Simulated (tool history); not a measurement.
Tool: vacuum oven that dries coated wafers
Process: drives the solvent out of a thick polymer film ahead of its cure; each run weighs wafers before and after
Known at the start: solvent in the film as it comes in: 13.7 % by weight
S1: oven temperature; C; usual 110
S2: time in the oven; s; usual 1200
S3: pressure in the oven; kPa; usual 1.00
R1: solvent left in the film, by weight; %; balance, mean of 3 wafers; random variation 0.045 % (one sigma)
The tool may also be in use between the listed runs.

{"run": 1, "hour": 0.0, "S1": 110, "S2": 1200, "S3": 1.0, "R1": 3.46}
{"run": 2, "hour": 21.3, "S1": 110, "S2": 1200, "S3": 1.0, "R1": 3.4}
{"run": 3, "hour": 58.1, "S1": 110, "S2": 1200, "S3": 1.0, "R1": 3.48}
{"run": 4, "hour": 86.8, "S1": 110, "S2": 1200, "S3": 1.0, "R1": 3.43}
{"run": 5, "hour": 106.3, "S1": 110, "S2": 1200, "S3": 1.0, "R1": 3.43}
{"run": 6, "hour": 126.8, "S1": 110, "S2": 1200, "S3": 1.0, "R1": 3.42}
{"run": 7, "hour": 156.6, "S1": 110, "S2": 1200, "S3": 1.0, "R1": 3.39}
{"run": 8, "hour": 181.7, "S1": 106, "S2": 1200, "S3": 1.0, "R1": 4.1}
{"run": 9, "hour": 225.0, "S1": 106, "S2": 1200, "S3": 1.0, "R1": 4.06}
{"run": 10, "hour": 266.1, "S1": 117, "S2": 1200, "S3": 1.0, "R1": 2.43}
{"run": 11, "hour": 294.3, "S1": 110, "S2": 900, "S3": 1.0, "R1": 4.51}
{"hour": 298.9, "done": "vacuum gauge cleaned of residue and calibrated"}
{"run": 12, "hour": 325.9, "S1": 110, "S2": 720, "S3": 1.0, "R1": 5.42}
{"run": 13, "hour": 353.4, "S1": 110, "S2": 720, "S3": 1.0, "R1": 5.45}
{"run": 14, "hour": 381.2, "S1": 110, "S2": 720, "S3": 1.0, "R1": 5.55}
{"hour": 408.5, "done": "vacuum gauge cleaned of residue and calibrated, once more"}
{"run": 15, "hour": 425.9, "S1": 110, "S2": 1200, "S3": 0.58, "R1": 3.16}
{"run": 16, "hour": 452.3, "S1": 110, "S2": 1200, "S3": 1.0, "R1": 3.33}
{"run": 17, "hour": 471.8, "S1": 110, "S2": 1200, "S3": 1.0, "R1": 3.37}
{"run": 18, "hour": 492.0, "S1": 110, "S2": 1200, "S3": 1.0, "R1": 3.39}
{"run": 19, "hour": 535.8, "S1": 119, "S2": 1020, "S3": 0.9, "R1": 2.64}
{"run": 20, "hour": 559.7, "S1": 110, "S2": 1260, "S3": 1.34, "R1": 3.3}
{"run": 21, "hour": 598.5, "S1": 112, "S2": 660, "S3": 0.57, "R1": 5.3}
{"run": 22, "hour": 636.7, "S1": 112, "S2": 660, "S3": 0.57, "R1": 5.34}
{"run": 23, "hour": 664.9, "S1": 110, "S2": 660, "S3": 3.29, "R1": 6.3}
{"run": 24, "hour": 697.8, "S1": 110, "S2": 1140, "S3": 2.51, "R1": 4.18}
{"run": 25, "hour": 742.4, "S1": 110, "S2": 1140, "S3": 2.51, "R1": 4.18}
{"run": 26, "hour": 773.3, "S1": 110, "S2": 2040, "S3": 2.18, "R1": 2.29}
{"run": 27, "hour": 796.0, "S1": 110, "S2": 2040, "S3": 2.18, "R1": 2.3}
{"run": 28, "hour": 830.1, "S1": 110, "S2": 2040, "S3": 2.18, "R1": 2.18}
{"run": 29, "hour": 849.4, "S1": 110, "S2": 2040, "S3": 2.18, "R1": 2.25}
{"run": 30, "hour": 884.7, "S1": 110, "S2": 2040, "S3": 2.18, "R1": 2.3}
{"run": 31, "hour": 917.4, "S1": 110, "S2": 2040, "S3": 3.95, "R1": 3.13}
{"run": 32, "hour": 956.0, "S1": 112, "S2": 660, "S3": 2.04, "R1": 5.77}
{"run": 33, "hour": 997.3, "S1": 109, "S2": 1140, "S3": 2.04, "R1": 4.31}
{"run": 34, "hour": 1037.0, "S1": 110, "S2": 1380, "S3": 1.83, "R1": 3.3}

Measured less the same run without the tool's hidden state. The same run-to-run variation is in both; the gauge's scatter may not be:
The hidden state here: true wafer temperature over the reading, C; true pressure over the reading, kPa; drift of the gauge itself on solvent_pct, %.
run=1 R1=+0.08
run=2 R1=+0.08
run=3 R1=+0.09
run=4 R1=+0.09
run=5 R1=+0.09
run=6 R1=+0.10
run=7 R1=+0.10
run=8 R1=+0.11
run=9 R1=+0.12
run=10 R1=+0.10
run=11 R1=+0.11
run=12 R1=+0.15
run=13 R1=+0.15
run=14 R1=+0.16
run=15 R1=+0.04
run=16 R1=+0.04
run=17 R1=+0.05
run=18 R1=+0.05
run=19 R1=+0.05
run=20 R1=+0.06
run=21 R1=+0.06
run=22 R1=+0.07
run=23 R1=+0.07
run=24 R1=+0.09
run=25 R1=+0.09
run=26 R1=+0.08
run=27 R1=+0.09
run=28 R1=+0.09
run=29 R1=+0.10
run=30 R1=+0.10
run=31 R1=+0.11
run=32 R1=+0.11
run=33 R1=+0.13
run=34 R1=+0.12
